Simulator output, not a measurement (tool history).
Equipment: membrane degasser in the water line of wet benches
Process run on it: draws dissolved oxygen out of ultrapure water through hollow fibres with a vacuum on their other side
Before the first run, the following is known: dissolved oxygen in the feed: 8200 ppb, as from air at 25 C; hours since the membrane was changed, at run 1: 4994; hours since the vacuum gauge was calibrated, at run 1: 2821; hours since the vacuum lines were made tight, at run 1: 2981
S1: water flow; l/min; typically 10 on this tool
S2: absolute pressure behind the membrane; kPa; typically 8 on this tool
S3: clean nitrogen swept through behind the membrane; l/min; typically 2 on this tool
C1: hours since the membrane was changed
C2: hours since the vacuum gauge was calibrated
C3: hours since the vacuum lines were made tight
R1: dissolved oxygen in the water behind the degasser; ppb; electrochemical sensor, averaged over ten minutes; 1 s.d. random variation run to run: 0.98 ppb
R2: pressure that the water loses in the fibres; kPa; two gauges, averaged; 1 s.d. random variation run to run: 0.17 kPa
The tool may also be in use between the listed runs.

run 1 day=0 | S1=10 S2=8 S3=2 | C1=4994 C2=2821 C3=2981 | R1=111.3 R2=31.68
run 2 day=4.254 | S1=10 S2=8 S3=2.03 | C1=5096 C2=2923 C3=3083 | R1=110.7 R2=31.82
run 3 day=9.671 | S1=10 S2=8 S3=2 | C1=5226 C2=3053 C3=3213 | R1=112 R2=31.94
run 4 day=12.529 | S1=10 S2=8 S3=2 | C1=5295 C2=3121 C3=3281 | R1=110.8 R2=31.86
run 5 day=17.412 | S1=10 S2=8 S3=2 | C1=5412 C2=3239 C3=3399 | R1=112.5 R2=31.99
run 6 day=23.933 | S1=10 S2=8 S3=2 | C1=5568 C2=3395 C3=3555 | R1=115.1 R2=32.1
run 7 day=28.758 | S1=10 S2=11.74 S3=3.19 | C1=5684 C2=3511 C3=3671 | R1=120.4 R2=32.04
run 8 day=33.467 | S1=10 S2=11.74 S3=3.19 | C1=5797 C2=3624 C3=3784 | R1=121.1 R2=32
-- day=37.867 seals of the vacuum lines changed
run 9 day=39.717 | S1=10 S2=8 S3=2 | C1=5945 C2=3772 C3=44 | R1=110.9 R2=32.3
run 10 day=45.892 | S1=10 S2=8 S3=2 | C1=6093 C2=3920 C3=193 | R1=114.5 R2=32.26
run 11 day=51.7 | S1=8 S2=8 S3=2 | C1=6233 C2=4060 C3=332 | R1=85.8 R2=25.77
run 12 day=57.746 | S1=9 S2=19.31 S3=2.4 | C1=6378 C2=4205 C3=477 | R1=191.2 R2=28.88

4 ways to go on from here, each from the tool as it stands after run 12. What would each give?
run A day=62.704 | S1=15 S2=8.11 S3=5.91 | C1=6497 C2=4324 C3=596 | R1=? R2=?
run B day=62.704 | S1=9 S2=19.31 S3=1.47 | C1=6497 C2=4324 C3=596 | R1=? R2=?
run C day=62.704 | S1=12 S2=5.69 S3=1.31 | C1=6497 C2=4324 C3=596 | R1=? R2=?
run D day=62.704 | S1=10 S2=11.69 S3=2.49 | C1=6497 C2=4324 C3=596 | R1=? R2=?

run=A R1=128 R2=48.53
run=B R1=285.6 R2=29.3
run=C R1=130.9 R2=38.54
run=D R1=140.5 R2=32.84
Without the tool's hidden state the same runs would have given:
run=A R1=98 R2=45.04
run=B R1=264.1 R2=27.21
run=C R1=101.8 R2=35.75
run=D R1=119.3 R2=30.51
